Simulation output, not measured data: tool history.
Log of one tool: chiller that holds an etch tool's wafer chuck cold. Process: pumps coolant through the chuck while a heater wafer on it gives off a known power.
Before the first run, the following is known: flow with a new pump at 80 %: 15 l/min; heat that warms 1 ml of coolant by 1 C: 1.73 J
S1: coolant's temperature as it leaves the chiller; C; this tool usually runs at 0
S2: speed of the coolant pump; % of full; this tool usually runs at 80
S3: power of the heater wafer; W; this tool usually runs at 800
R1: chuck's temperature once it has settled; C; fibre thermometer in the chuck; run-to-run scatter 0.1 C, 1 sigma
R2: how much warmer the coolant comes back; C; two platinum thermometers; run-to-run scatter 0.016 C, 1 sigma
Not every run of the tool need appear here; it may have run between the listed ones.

| run | hour | S1 | S2 | S3 | R1 | R2 |
|---|---|---|---|---|---|---|
| 1 | 0.0 | 0 | 80 | 800 | 6.2 | 1.91 |
| 2 | 46.3 | 0 | 80 | 800 | 6.2 | 1.88 |
| 3 | 75.7 | 0 | 96 | 800 | 5.3 | 1.57 |
| 4 | 108.3 | 0 | 96 | 800 | 5.2 | 1.59 |
| 5 | 135.3 | 0 | 96 | 800 | 5.2 | 1.58 |
| 6 | 162.3 | 0 | 96 | 800 | 5.3 | 1.61 |
| 7 | 186.0 | 0 | 96 | 800 | 5.3 | 1.55 |
| 8 | 220.5 | 0 | 96 | 800 | 5.3 | 1.58 |
| 9 | 254.0 | 0 | 80 | 428 | 3.6 | 1.02 |
| 10 | 291.2 | 8 | 80 | 800 | 14.2 | 1.89 |

Run 11 is up next; what results do you expect?
| 11 | 327.7 | -5 | 80 | 1100 | ? | ? |

Run 11 gave R1 3.3 C, R2 2.63 C.
Minus the tool's unlogged condition, the same run would have read R1 2.5 C, R2 2.55 C.
